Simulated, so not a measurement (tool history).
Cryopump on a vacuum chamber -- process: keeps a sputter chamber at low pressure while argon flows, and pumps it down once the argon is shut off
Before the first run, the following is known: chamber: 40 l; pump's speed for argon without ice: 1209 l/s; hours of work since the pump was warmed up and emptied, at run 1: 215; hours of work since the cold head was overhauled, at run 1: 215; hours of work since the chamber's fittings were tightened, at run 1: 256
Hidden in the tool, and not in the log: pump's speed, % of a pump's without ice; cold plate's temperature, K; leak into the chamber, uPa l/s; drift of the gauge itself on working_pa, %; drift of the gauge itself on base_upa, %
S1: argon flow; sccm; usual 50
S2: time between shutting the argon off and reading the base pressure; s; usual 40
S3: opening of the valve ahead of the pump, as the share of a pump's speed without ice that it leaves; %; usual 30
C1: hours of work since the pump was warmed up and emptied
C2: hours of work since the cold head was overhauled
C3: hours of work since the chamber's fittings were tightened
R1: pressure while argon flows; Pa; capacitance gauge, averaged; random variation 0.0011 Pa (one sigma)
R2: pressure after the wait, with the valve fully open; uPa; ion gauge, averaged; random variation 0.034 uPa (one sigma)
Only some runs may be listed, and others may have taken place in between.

| run | hour | S1 | S2 | S3 | C1 | C2 | C3 | R1 | R2 |
|---|---|---|---|---|---|---|---|---|---|
| 1 | 0 | 50 | 40 | 30 | 215 | 215 | 256 | 0.2419 | 2.47 |
| 2 | 62.6 | 50 | 40 | 30 | 255 | 255 | 296 | 0.242 | 2.68 |
| 3 | 114.1 | 50 | 40 | 30 | 287 | 287 | 328 | 0.2436 | 2.73 |
| 4 | 157.1 | 50 | 40 | 56 | 315 | 315 | 356 | 0.1381 | 2.78 |
| 5 | 207.3 | 50 | 40 | 56 | 346 | 346 | 387 | 0.1391 | 2.91 |
| 6 | 272.3 | 50 | 40 | 30 | 387 | 387 | 429 | 0.2491 | 3.04 |
| 7 | 333.3 | 50 | 40 | 30 | 426 | 426 | 467 | 0.2507 | 3.15 |
| 8 | 364.7 | 50 | 40 | 30 | 446 | 446 | 487 | 0.2531 | 3.32 |
| 9 | 415.9 | 50 | 40 | 30 | 478 | 478 | 519 | 0.2555 | 3.3 |
| 10 | 474.6 | 50 | 40 | 30 | 515 | 515 | 557 | 0.2589 | 3.63 |
|  | 495.8 | pump warmed up, emptied and cooled again |
| 11 | 514 | 50 | 40 | 30 | 12 | 537 | 578 | 0.2354 | 2.99 |
| 12 | 569.6 | 50 | 40 | 57 | 47 | 572 | 614 | 0.1248 | 3.17 |
| 13 | 609.9 | 50 | 40 | 57 | 72 | 598 | 639 | 0.1265 | 3.3 |
| 14 | 668.8 | 50 | 42 | 30 | 109 | 635 | 676 | 0.2398 | 3.34 |
| 15 | 722.1 | 50 | 42 | 30 | 143 | 669 | 710 | 0.2407 | 3.45 |
| 16 | 760.5 | 50 | 42 | 30 | 168 | 693 | 734 | 0.2399 | 3.57 |
| 17 | 819.7 | 50 | 42 | 30 | 205 | 731 | 772 | 0.2429 | 3.66 |
| 18 | 868.4 | 56 | 241 | 57 | 236 | 761 | 803 | 0.1486 | 2.53 |
| 19 | 919.9 | 56 | 241 | 57 | 268 | 794 | 835 | 0.1502 | 2.61 |
| 20 | 948.2 | 66 | 25 | 57 | 286 | 812 | 853 | 0.1791 | 5 |
| 21 | 1016.7 | 22 | 84 | 21 | 330 | 855 | 896 | 0.1541 | 3.39 |
| 22 | 1083.5 | 22 | 24 | 26 | 372 | 898 | 939 | 0.1256 | 5.39 |
| 23 | 1125.8 | 24 | 211 | 36 | 399 | 924 | 965 | 0.1026 | 3.18 |
| 24 | 1167.1 | 50 | 46 | 30 | 425 | 950 | 992 | 0.2542 | 4.43 |
| 25 | 1209.3 | 67 | 31 | 30 | 451 | 977 | 1018 | 0.3421 | 5.19 |
| 26 | 1256 | 67 | 31 | 30 | 481 | 1007 | 1048 | 0.3417 | 5.34 |
| 27 | 1296 | 44 | 40 | 52 | 506 | 1032 | 1073 | 0.1408 | 4.93 |
|  | 1331.5 | pump warmed up, emptied and cooled again |
| 28 | 1363.6 | 45 | 53 | 58 | 20 | 1072 | 1113 | 0.11 | 3.85 |
| 29 | 1423.9 | 45 | 223 | 23 | 58 | 1110 | 1151 | 0.2765 | 3.14 |
| 30 | 1492.3 | 31 | 59 | 30 | 102 | 1153 | 1194 | 0.147 | 3.97 |
| 31 | 1523.8 | 31 | 59 | 30 | 122 | 1173 | 1214 | 0.149 | 4.13 |
| 32 | 1581.9 | 31 | 52 | 22 | 158 | 1210 | 1251 | 0.2009 | 4.41 |
| 33 | 1621.8 | 52 | 40 | 19 | 184 | 1235 | 1276 | 0.3913 | 4.83 |
| 34 | 1669.9 | 63 | 77 | 19 | 214 | 1265 | 1307 | 0.4742 | 4.31 |

Branching from run 34: 3 alternative next runs. What would each branch give?
| A | 1699.4 | 63 | 27 | 21 | 233 | 1284 | 1325 | ? | ? |
| B | 1699.4 | 50 | 76 | 30 | 233 | 1284 | 1325 | ? | ? |
| C | 1699.4 | 36 | 82 | 39 | 233 | 1284 | 1325 | ? | ? |

| run | R1 | R2 |
|---|---|---|
| A | 0.4336 | 5.94 |
| B | 0.2447 | 4.3 |
| C | 0.1359 | 4.2 |
What these runs would have given with no unlogged condition in the tool:
| run | R1 | R2 |
|---|---|---|
| A | 0.4205 | 2.68 |
| B | 0.2342 | 1.09 |
| C | 0.1284 | 1.03 |
